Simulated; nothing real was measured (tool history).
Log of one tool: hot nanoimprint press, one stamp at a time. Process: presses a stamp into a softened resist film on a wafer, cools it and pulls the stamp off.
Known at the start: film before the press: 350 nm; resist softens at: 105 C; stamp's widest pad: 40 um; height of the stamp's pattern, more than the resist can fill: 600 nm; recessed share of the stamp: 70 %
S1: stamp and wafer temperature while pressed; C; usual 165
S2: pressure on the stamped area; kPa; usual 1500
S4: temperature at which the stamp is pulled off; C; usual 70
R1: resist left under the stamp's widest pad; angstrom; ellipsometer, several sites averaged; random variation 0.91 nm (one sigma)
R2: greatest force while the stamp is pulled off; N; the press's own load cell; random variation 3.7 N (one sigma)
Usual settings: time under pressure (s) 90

run 1 day=0.000 | S1=165 S2=1500 time_under_pressure_(s)=90 S4=70 | R1=1847 R2=201
run 2 day=0.621 | S1=165 S2=1500 time_under_pressure_(s)=90 S4=70 | R1=1856 R2=200
run 3 day=1.521 | S1=165 S2=1500 time_under_pressure_(s)=90 S4=70 | R1=1859 R2=205
run 4 day=1.988 | S1=165 S2=1500 time_under_pressure_(s)=90 S4=70 | R1=1861 R2=209
run 5 day=2.846 | S1=165 S2=1500 time_under_pressure_(s)=90 S4=70 | R1=1852 R2=202
run 6 day=3.688 | S1=165 S2=1500 time_under_pressure_(s)=90 S4=70 | R1=1865 R2=218
-- day=3.858 plate thermocouple calibrated
run 7 day=4.342 | S1=163 S2=1500 time_under_pressure_(s)=90 S4=70 | R1=1979 R2=221
run 8 day=5.075 | S1=163 S2=1500 time_under_pressure_(s)=90 S4=70 | R1=2009 R2=211
run 9 day=5.958 | S1=163 S2=1500 time_under_pressure_(s)=90 S4=70 | R1=2011 R2=222
run 10 day=6.800 | S1=163 S2=1500 time_under_pressure_(s)=90 S4=70 | R1=2005 R2=231
run 11 day=7.496 | S1=165 S2=1500 time_under_pressure_(s)=90 S4=70 | R1=1873 R2=231
run 12 day=8.179 | S1=165 S2=1500 time_under_pressure_(s)=90 S4=70 | R1=1889 R2=229
-- day=8.588 plate thermocouple calibrated, once more
run 13 day=8.850 | S1=168 S2=1500 time_under_pressure_(s)=90 S4=70 | R1=1665 R2=236
run 14 day=9.746 | S1=156 S2=1390 time_under_pressure_(s)=138 S4=68 | R1=2175 R2=245
run 15 day=10.617 | S1=156 S2=1390 time_under_pressure_(s)=138 S4=68 | R1=2174 R2=254
run 16 day=11.275 | S1=165 S2=1510 time_under_pressure_(s)=121 S4=70 | R1=1657 R2=227
run 17 day=12.179 | S1=165 S2=1510 time_under_pressure_(s)=121 S4=70 | R1=1659 R2=237
run 18 day=12.788 | S1=166 S2=1220 time_under_pressure_(s)=58 S4=70 | R1=2242 R2=243
run 19 day=13.471 | S1=167 S2=1340 time_under_pressure_(s)=50 S4=65 | R1=2193 R2=284
run 20 day=13.850 | S1=171 S2=1200 time_under_pressure_(s)=100 S4=72 | R1=1632 R2=233
run 21 day=14.750 | S1=171 S2=1200 time_under_pressure_(s)=100 S4=72 | R1=1638 R2=238
run 22 day=15.325 | S1=165 S2=1940 time_under_pressure_(s)=137 S4=70 | R1=1427 R2=256
run 23 day=15.838 | S1=165 S2=1940 time_under_pressure_(s)=137 S4=70 | R1=1442 R2=246

Forecast each of these 3 alternatives for the next run:
run A day=16.296 | S1=165 S2=1470 time_under_pressure_(s)=62 S4=70 | R1=? R2=?
run B day=16.296 | S1=176 S2=1000 time_under_pressure_(s)=90 S4=76 | R1=? R2=?
run C day=16.296 | S1=172 S2=1940 time_under_pressure_(s)=89 S4=70 | R1=? R2=?

run=A R1=2143 R2=260
run=B R1=1582 R2=213
run=C R1=1335 R2=252
Without the tool's hidden state the same runs would have given:
run=A R1=2110 R2=183
run=B R1=1557 R2=150
run=C R1=1308 R2=177

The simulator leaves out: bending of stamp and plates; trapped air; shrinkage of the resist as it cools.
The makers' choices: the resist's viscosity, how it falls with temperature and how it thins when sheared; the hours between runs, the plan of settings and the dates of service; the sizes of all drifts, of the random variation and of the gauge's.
